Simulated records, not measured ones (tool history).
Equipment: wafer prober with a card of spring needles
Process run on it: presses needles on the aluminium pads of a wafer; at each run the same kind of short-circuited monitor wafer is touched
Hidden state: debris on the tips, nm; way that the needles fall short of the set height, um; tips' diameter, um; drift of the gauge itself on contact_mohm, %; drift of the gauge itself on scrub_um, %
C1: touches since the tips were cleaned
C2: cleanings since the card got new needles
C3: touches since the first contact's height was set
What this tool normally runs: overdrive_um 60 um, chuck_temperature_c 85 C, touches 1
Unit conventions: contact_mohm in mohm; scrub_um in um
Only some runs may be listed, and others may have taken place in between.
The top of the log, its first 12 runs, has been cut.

{"hour": 256.7, "done": "tips cleaned on abrasive film"}
{"run": 13, "hour": 266.0, "overdrive_um": 60, "chuck_temperature_c": 85, "touches": 1, "C1": 2607, "C2": 20, "C3": 109859, "contact_mohm": 154, "scrub_um": 13.98}
{"hour": 274.9, "done": "tips cleaned on abrasive film"}
{"run": 14, "hour": 289.8, "overdrive_um": 60, "chuck_temperature_c": 85, "touches": 3, "C1": 4160, "C2": 21, "C3": 116456, "contact_mohm": 141, "scrub_um": 13.82}
{"hour": 293.7, "done": "tips cleaned on abrasive film"}
{"run": 15, "hour": 305.3, "overdrive_um": 60, "chuck_temperature_c": 50, "touches": 3, "C1": 3226, "C2": 22, "C3": 120751, "contact_mohm": 137, "scrub_um": 13.91}
{"hour": 313.1, "done": "tips cleaned on abrasive film"}
{"hour": 332.3, "done": "tips cleaned on abrasive film"}
{"run": 16, "hour": 332.3, "overdrive_um": 60, "chuck_temperature_c": 50, "touches": 3, "C1": 0, "C2": 24, "C3": 128237, "contact_mohm": 126, "scrub_um": 13.88}
{"hour": 346.9, "done": "height of the first contact set anew"}
{"hour": 351.6, "done": "tips cleaned on abrasive film"}
{"run": 17, "hour": 356.0, "overdrive_um": 57, "chuck_temperature_c": 50, "touches": 3, "C1": 1231, "C2": 25, "C3": 2498, "contact_mohm": 132, "scrub_um": 13.59}
{"hour": 371.4, "done": "tips cleaned on abrasive film"}
{"hour": 389.5, "done": "tips cleaned on abrasive film"}
{"run": 18, "hour": 389.5, "overdrive_um": 47, "chuck_temperature_c": 28, "touches": 1, "C1": 0, "C2": 27, "C3": 11793, "contact_mohm": 130, "scrub_um": 11.25}
{"hour": 409.1, "done": "tips cleaned on abrasive film"}
{"run": 19, "hour": 409.1, "overdrive_um": 47, "chuck_temperature_c": 28, "touches": 1, "C1": 0, "C2": 28, "C3": 17247, "contact_mohm": 129, "scrub_um": 11.16}
{"run": 20, "hour": 423.4, "overdrive_um": 50, "chuck_temperature_c": 58, "touches": 3, "C1": 4000, "C2": 28, "C3": 21247, "contact_mohm": 145, "scrub_um": 11.91}
{"hour": 428.5, "done": "tips cleaned on abrasive film"}
{"hour": 446.6, "done": "tips cleaned on abrasive film"}
{"run": 21, "hour": 456.9, "overdrive_um": 43, "chuck_temperature_c": 85, "touches": 1, "C1": 2867, "C2": 30, "C3": 30526, "contact_mohm": 179, "scrub_um": 10.16}
{"hour": 465.6, "done": "tips cleaned on abrasive film"}
{"run": 22, "hour": 473.4, "overdrive_um": 78, "chuck_temperature_c": 110, "touches": 2, "C1": 2162, "C2": 31, "C3": 35095, "contact_mohm": 141, "scrub_um": 18.48}
{"hour": 483.7, "done": "tips cleaned on abrasive film"}
{"hour": 504.0, "done": "tips cleaned on abrasive film"}
{"run": 23, "hour": 508.3, "overdrive_um": 78, "chuck_temperature_c": 110, "touches": 2, "C1": 1201, "C2": 33, "C3": 44783, "contact_mohm": 134, "scrub_um": 18.46}
{"hour": 523.2, "done": "tips cleaned on abrasive film"}
{"run": 24, "hour": 523.2, "overdrive_um": 78, "chuck_temperature_c": 110, "touches": 2, "C1": 0, "C2": 34, "C3": 48923, "contact_mohm": 130, "scrub_um": 18.55}
{"hour": 541.7, "done": "tips cleaned on abrasive film"}
{"run": 25, "hour": 541.7, "overdrive_um": 78, "chuck_temperature_c": 110, "touches": 2, "C1": 0, "C2": 35, "C3": 54060, "contact_mohm": 132, "scrub_um": 18.43}

Run 26, settings as shown, results not yet in. Your forecast:
{"hour": 561.1, "done": "tips cleaned on abrasive film"}
{"run": 26, "hour": 563.6, "overdrive_um": 57, "chuck_temperature_c": 85, "touches": 2, "C1": 696, "C2": 36, "C3": 60139, "contact_mohm": "?", "scrub_um": "?"}

Logged for run 26: contact_mohm 136 mohm, scrub_um 13.35 um.
Minus the tool's unlogged condition, the same run would have read contact_mohm 130 mohm, scrub_um 13.66 um.
